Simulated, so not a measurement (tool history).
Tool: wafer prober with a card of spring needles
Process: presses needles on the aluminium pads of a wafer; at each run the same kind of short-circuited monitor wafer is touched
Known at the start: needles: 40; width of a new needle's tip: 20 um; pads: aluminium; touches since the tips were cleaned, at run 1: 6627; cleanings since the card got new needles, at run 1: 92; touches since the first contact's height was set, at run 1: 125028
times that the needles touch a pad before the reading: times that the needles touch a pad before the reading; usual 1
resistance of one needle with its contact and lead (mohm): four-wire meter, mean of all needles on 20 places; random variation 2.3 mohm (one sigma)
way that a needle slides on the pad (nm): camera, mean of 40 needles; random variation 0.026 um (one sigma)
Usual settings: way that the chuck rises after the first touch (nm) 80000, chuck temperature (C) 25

run	hour	way that the chuck rises after the first touch (nm)	chuck temperature (C)	times that the needles touch a pad before the reading	touches since the tips were cleaned	cleanings since the card got new needles	touches since the first contact's height was set	resistance of one needle with its contact and lead (mohm)	way that a needle slides on the pad (nm)
1	0.0	80000	25	1	6627	92	125028	303	20140
# hour 3.1: tips cleaned on abrasive film
# hour 18.8: tips cleaned on abrasive film
# hour 34.3: tips cleaned on abrasive film
2	43.2	80000	25	1	4864	95	148672	294	20030
# hour 51.9: tips cleaned on abrasive film
# hour 68.5: tips cleaned on abrasive film
3	79.9	80000	25	1	6300	97	168842	299	20030
# hour 83.9: tips cleaned on abrasive film
# hour 99.9: tips cleaned on abrasive film
# hour 115.1: tips cleaned on abrasive film
4	120.3	80000	25	1	2907	100	190966	291	19910
# hour 131.9: tips cleaned on abrasive film
# hour 148.7: tips cleaned on abrasive film
5	150.4	80000	25	1	946	102	207449	276	19910
# hour 164.1: tips cleaned on abrasive film
6	169.3	80000	25	1	2907	103	217837	289	19900
# hour 181.0: tips cleaned on abrasive film
7	193.8	80000	25	1	7041	104	231264	302	19840
# hour 195.9: tips cleaned on abrasive film
# hour 211.0: tips cleaned on abrasive film
8	214.6	80000	25	1	1959	106	242632	282	19840
# hour 222.6: height of the first contact set anew
# hour 226.3: tips cleaned on abrasive film
# hour 242.3: tips cleaned on abrasive film
9	242.4	80000	25	1	97	108	10853	262	20470
# hour 257.8: tips cleaned on abrasive film
10	270.1	73000	25	1	6768	109	26051	305	18630
# hour 273.0: tips cleaned on abrasive film
# hour 290.0: tips cleaned on abrasive film
11	302.4	73000	25	1	6809	111	43763	311	18510
# hour 306.2: tips cleaned on abrasive film
# hour 321.6: tips cleaned on abrasive film
# hour 337.9: tips cleaned on abrasive film
12	341.9	80000	29	1	2169	114	65384	283	20360
# hour 353.9: tips cleaned on abrasive film
13	368.0	80000	29	1	7802	115	79743	305	20270
# hour 371.5: tips cleaned on abrasive film
# hour 387.4: tips cleaned on abrasive film
14	400.5	80000	80	1	7199	117	97539	312	20210
# hour 403.2: tips cleaned on abrasive film
# hour 419.3: tips cleaned on abrasive film
15	423.1	80000	80	1	2067	119	109908	290	20230
# hour 436.5: tips cleaned on abrasive film
# hour 452.6: tips cleaned on abrasive film
16	452.6	80000	80	1	0	121	126082	275	20200

Forecast run 17:
# hour 471.0: tips cleaned on abrasive film
# hour 488.2: tips cleaned on abrasive film
17	488.2	79000	25	1	16	123	145606	?	?

resistance of one needle with its contact and lead (mohm): 262
way that a needle slides on the pad (nm): 19890
Without the tool's hidden state the same run would have given resistance of one needle with its contact and lead (mohm) 256, way that a needle slides on the pad (nm) 20250.

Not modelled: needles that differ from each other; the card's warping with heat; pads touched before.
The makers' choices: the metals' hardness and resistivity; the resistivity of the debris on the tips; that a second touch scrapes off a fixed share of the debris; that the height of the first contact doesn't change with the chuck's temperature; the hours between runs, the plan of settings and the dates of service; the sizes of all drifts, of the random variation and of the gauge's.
